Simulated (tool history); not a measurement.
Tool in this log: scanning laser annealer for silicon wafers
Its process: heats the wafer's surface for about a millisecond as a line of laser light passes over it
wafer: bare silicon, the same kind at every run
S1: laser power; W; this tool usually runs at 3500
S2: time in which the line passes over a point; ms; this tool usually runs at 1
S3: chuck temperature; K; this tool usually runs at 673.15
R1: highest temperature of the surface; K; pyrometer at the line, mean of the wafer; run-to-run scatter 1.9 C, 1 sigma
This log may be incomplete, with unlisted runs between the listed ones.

| run | day | S1 | S2 | S3 | R1 |
|---|---|---|---|---|---|
| 1 | 0 | 3500 | 1 | 673.15 | 1373.15 |
| 2 | 1.571 | 3500 | 1 | 673.15 | 1372.15 |
| 3 | 2.671 | 3500 | 1 | 673.15 | 1372.15 |
| 4 | 3.675 | 3500 | 1 | 673.15 | 1373.15 |
| 5 | 5.304 | 3500 | 1 | 673.15 | 1371.15 |
| 6 | 7.104 | 3500 | 1 | 673.15 | 1373.15 |
| 7 | 8.925 | 3500 | 1 | 673.15 | 1372.15 |
| 8 | 9.95 | 3500 | 1 | 673.15 | 1374.15 |
| 9 | 10.771 | 3500 | 1 | 673.15 | 1375.15 |
| 10 | 12.421 | 3500 | 1 | 673.15 | 1373.15 |
| 11 | 14.254 | 3500 | 1 | 673.15 | 1372.15 |
| 12 | 15.342 | 3290 | 1 | 671.15 | 1321.15 |
| 13 | 16.338 | 3262 | 1 | 678.15 | 1325.15 |
|  | 17.25 | window over the wafer cleaned |
| 14 | 18.233 | 3262 | 1 | 678.15 | 1325.15 |
| 15 | 19.542 | 3500 | 0.97 | 674.15 | 1367.15 |
| 16 | 21.338 | 3500 | 0.97 | 674.15 | 1364.15 |
| 17 | 22.679 | 3500 | 1.13 | 699.15 | 1440.15 |
| 18 | 24.358 | 3500 | 1.13 | 699.15 | 1441.15 |
| 19 | 25.362 | 3500 | 1.17 | 640.15 | 1391.15 |

5 ways to go on from here, each from the tool as it stands after run 19. What would each give?
| A | 26.642 | 3295 | 1.05 | 698.15 | ? |
| B | 26.642 | 3500 | 0.97 | 673.15 | ? |
| C | 26.642 | 3808 | 0.75 | 638.15 | ? |
| D | 26.642 | 3245 | 1 | 703.15 | ? |
| E | 26.642 | 3500 | 0.87 | 640.15 | ? |

| run | R1 |
|---|---|
| A | 1368.15 |
| B | 1365.15 |
| C | 1314.15 |
| D | 1347.15 |
| E | 1298.15 |
Stripped of hidden state, with their random variation kept, the same runs would have yielded:
| run | R1 |
|---|---|
| A | 1368.15 |
| B | 1365.15 |
| C | 1314.15 |
| D | 1347.15 |
| E | 1298.15 |
